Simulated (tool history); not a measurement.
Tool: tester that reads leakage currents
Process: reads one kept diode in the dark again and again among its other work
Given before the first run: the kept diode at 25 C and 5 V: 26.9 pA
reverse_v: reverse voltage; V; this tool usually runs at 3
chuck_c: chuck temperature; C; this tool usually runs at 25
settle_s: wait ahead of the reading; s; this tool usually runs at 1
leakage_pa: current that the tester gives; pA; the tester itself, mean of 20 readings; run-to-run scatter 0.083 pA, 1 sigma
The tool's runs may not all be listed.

run	hour	reverse_v	chuck_c	settle_s	leakage_pa
1	0	3	25	1	25.63
2	41.5	3	25	1	25.61
3	107.6	3	25	1	25.91
4	178.4	3	25	1	26.06
5	214.4	3	25	1	26.23
6	281.2	3	25	1	26.47
7	344.1	3	25	1	26.37
8	400.9	3	25	9.61	26.39
9	463.2	3	25	9.61	26.47
10	529.9	3	25	9.61	26.61
11	599.4	3	25	1	26.98
12	662.8	3	24	1	25.15
13	733.9	3	25	1	27.24
14	783.4	3	25	1	27.22
# hour 789.8: chuck's temperature calibrated
15	821.8	3	25	1	29.58
# hour 884.4: probe card cleaned and baked
16	893.8	3	25	1	27.71
17	923.2	3	22	1	21.97
# hour 965.3: chuck's temperature calibrated, once more
18	972.4	3	22	1	17.68
19	1023.1	3	37	1	55.88
20	1079.1	3	23	1	19.4
21	1131.4	3	23	1	19.68
22	1161	3	23	1	19.52
23	1224.3	1.53	20	2.03	11.57
24	1254.7	1.53	20	2.03	11.66
25	1313.4	15.36	37	3.86	112.18
26	1357.9	3	25	1.91	23.25
27	1392.9	14.34	39	1	127.46
28	1425.9	14.34	39	1	127.3
29	1476.9	14.34	39	1	127.87
30	1522.9	1.32	28	0.55	21.02
31	1583	8.52	52	0.63	253.02
32	1631.3	8.52	52	0.63	252.71
33	1686	8.52	26	0.63	40.67
34	1737.9	8.52	26	0.63	40.96
35	1775.9	8.52	24	0.63	35.56
36	1847.5	1.88	50	6.94	119.36
37	1904	2.41	29	1	29.97
38	1970.2	3	25	2.28	24.42
39	2018.3	3	25	0.54	24.72

Below are 5 alternative next runs, each starting from the tool's condition after run 39. Predict each:
A	2078.9	15.05	25	0.54	?
B	2078.9	3	25	2.05	?
C	2078.9	12.17	29	2.04	?
D	2078.9	4.54	24	1	?
E	2078.9	1.21	29	0.54	?

run	leakage_pa
A	51.52
B	24.58
C	60.87
D	27.39
E	22.59
Take away the tool's hidden state, keep each run's random variation, and the runs would have read:
run	leakage_pa
A	43.9
B	21.89
C	53.22
D	24.11
E	20.54
